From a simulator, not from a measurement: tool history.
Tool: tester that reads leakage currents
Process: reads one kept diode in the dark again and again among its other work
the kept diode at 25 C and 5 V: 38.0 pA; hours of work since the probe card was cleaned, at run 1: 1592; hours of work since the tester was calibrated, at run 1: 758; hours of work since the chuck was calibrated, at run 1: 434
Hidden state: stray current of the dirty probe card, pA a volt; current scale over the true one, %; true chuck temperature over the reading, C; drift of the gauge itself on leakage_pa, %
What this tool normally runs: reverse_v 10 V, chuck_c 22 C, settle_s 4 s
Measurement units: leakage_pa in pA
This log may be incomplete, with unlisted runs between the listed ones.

| run | hour | reverse_v | chuck_c | settle_s | hours of work since the probe card was cleaned | hours of work since the tester was calibrated | hours of work since the chuck was calibrated | leakage_pa |
|---|---|---|---|---|---|---|---|---|
| 1 | 0 | 10 | 22 | 4 | 1592 | 758 | 434 | 41.1 |
|  | 30.8 | probe card cleaned and baked |
| 2 | 30.8 | 10 | 22 | 4 | 0 | 776 | 452 | 35.85 |
| 3 | 58.5 | 10 | 46 | 4 | 18 | 794 | 470 | 270.58 |
| 4 | 85.5 | 10 | 46 | 4 | 36 | 811 | 488 | 270.05 |
| 5 | 102.8 | 10 | 46 | 4 | 47 | 823 | 499 | 269.44 |
| 6 | 116.3 | 10 | 46 | 4 | 56 | 832 | 508 | 270.56 |
| 7 | 133.4 | 8.7 | 46 | 4 | 67 | 843 | 519 | 258.02 |
| 8 | 161.9 | 8.7 | 46 | 0.37 | 86 | 861 | 537 | 260.56 |
| 9 | 174.6 | 10 | 22 | 0.67 | 94 | 870 | 546 | 37.62 |
| 10 | 199 | 10 | 22 | 0.59 | 110 | 885 | 562 | 37.57 |
| 11 | 220.8 | 10.1 | 58 | 4 | 124 | 900 | 576 | 670.08 |
| 12 | 246.9 | 3.5 | 43 | 0.32 | 141 | 917 | 593 | 151.96 |
| 13 | 276.3 | 6 | 34 | 0.35 | 160 | 936 | 612 | 88.1 |
| 14 | 290.6 | 10 | 45 | 2.08 | 170 | 945 | 621 | 249.48 |
| 15 | 310.5 | 1.5 | 56 | 2.08 | 183 | 958 | 634 | 312.16 |
| 16 | 328.1 | 3.4 | 23 | 5.12 | 194 | 970 | 646 | 27.37 |
| 17 | 349.7 | 3.2 | 43 | 8.83 | 208 | 984 | 660 | 147.24 |

Predict each of these 5 candidate next runs independently; none follows another, all start after run 17:
| A | 363 | 2.2 | 43 | 8.83 | 217 | 992 | 669 | ? |
| B | 363 | 12.3 | 38 | 8.83 | 217 | 992 | 669 | ? |
| C | 363 | 4.8 | 28 | 5.25 | 217 | 992 | 669 | ? |
| D | 363 | 5.2 | 30 | 8.83 | 217 | 992 | 669 | ? |
| E | 363 | 1.9 | 22 | 4 | 217 | 992 | 669 | ? |

| run | leakage_pa |
|---|---|
| A | 129.94 |
| B | 151.79 |
| C | 47.89 |
| D | 58.34 |
| E | 20.62 |
Without the tool's hidden state the same runs would have given:
| run | leakage_pa |
|---|---|
| A | 134.42 |
| B | 156.37 |
| C | 49.35 |
| D | 60.15 |
| E | 21.29 |
